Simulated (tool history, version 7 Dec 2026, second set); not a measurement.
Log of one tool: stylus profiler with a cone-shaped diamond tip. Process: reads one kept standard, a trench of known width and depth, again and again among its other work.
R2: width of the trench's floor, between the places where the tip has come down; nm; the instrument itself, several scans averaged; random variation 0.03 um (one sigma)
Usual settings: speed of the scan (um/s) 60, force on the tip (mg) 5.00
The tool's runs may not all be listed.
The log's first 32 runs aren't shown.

{"run": 33, "hour": 426.0, "speed of the scan (um/s)": 155, "force on the tip (mg)": 5.0, "depth of the trench (nm)": 1017.34, "R2": 92010}
{"run": 34, "hour": 442.6, "speed of the scan (um/s)": 188, "force on the tip (mg)": 6.39, "depth of the trench (nm)": 1020.0, "R2": 91940}
{"run": 35, "hour": 460.5, "speed of the scan (um/s)": 42, "force on the tip (mg)": 3.67, "depth of the trench (nm)": 1013.69, "R2": 92390}
{"run": 36, "hour": 477.1, "speed of the scan (um/s)": 42, "force on the tip (mg)": 3.67, "depth of the trench (nm)": 1014.43, "R2": 92330}
{"hour": 478.4, "done": "height scale calibrated on a step standard, once more"}
{"run": 37, "hour": 488.7, "speed of the scan (um/s)": 31, "force on the tip (mg)": 5.0, "depth of the trench (nm)": 1015.34, "R2": 92370}
{"run": 38, "hour": 506.4, "speed of the scan (um/s)": 60, "force on the tip (mg)": 8.01, "depth of the trench (nm)": 1020.87, "R2": 92270}
{"run": 39, "hour": 523.1, "speed of the scan (um/s)": 60, "force on the tip (mg)": 8.01, "depth of the trench (nm)": 1021.15, "R2": 92300}
{"run": 40, "hour": 530.9, "speed of the scan (um/s)": 81, "force on the tip (mg)": 10.25, "depth of the trench (nm)": 1024.68, "R2": 92250}
{"run": 41, "hour": 542.2, "speed of the scan (um/s)": 81, "force on the tip (mg)": 10.25, "depth of the trench (nm)": 1024.63, "R2": 92280}
{"run": 42, "hour": 555.1, "speed of the scan (um/s)": 44, "force on the tip (mg)": 2.52, "depth of the trench (nm)": 1009.91, "R2": 92190}
{"run": 43, "hour": 571.8, "speed of the scan (um/s)": 44, "force on the tip (mg)": 2.52, "depth of the trench (nm)": 1009.99, "R2": 92190}
{"run": 44, "hour": 586.2, "speed of the scan (um/s)": 24, "force on the tip (mg)": 13.41, "depth of the trench (nm)": 1030.32, "R2": 92280}
{"run": 45, "hour": 596.8, "speed of the scan (um/s)": 39, "force on the tip (mg)": 1.97, "depth of the trench (nm)": 1008.85, "R2": 92140}
{"run": 46, "hour": 604.6, "speed of the scan (um/s)": 39, "force on the tip (mg)": 1.97, "depth of the trench (nm)": 1008.82, "R2": 92130}
{"run": 47, "hour": 621.1, "speed of the scan (um/s)": 224, "force on the tip (mg)": 1.97, "depth of the trench (nm)": 1008.91, "R2": 91050}

3 ways to go on from here, each from the tool as it stands after run 47. What would each give?
{"run": "A", "hour": 639.4, "speed of the scan (um/s)": 224, "force on the tip (mg)": 8.13, "depth of the trench (nm)": "?", "R2": "?"}
{"run": "B", "hour": 639.4, "speed of the scan (um/s)": 16, "force on the tip (mg)": 3.91, "depth of the trench (nm)": "?", "R2": "?"}
{"run": "C", "hour": 639.4, "speed of the scan (um/s)": 105, "force on the tip (mg)": 4.95, "depth of the trench (nm)": "?", "R2": "?"}

run=A depth_of_the_trench_(nm)=1021.61 R2=91700
run=B depth_of_the_trench_(nm)=1013.65 R2=92280
run=C depth_of_the_trench_(nm)=1015.69 R2=91940
Without the tool's hidden state the same runs would have given:
run=A depth_of_the_trench_(nm)=1021.05 R2=93380
run=B depth_of_the_trench_(nm)=1013.10 R2=93970
run=C depth_of_the_trench_(nm)=1015.13 R2=93620
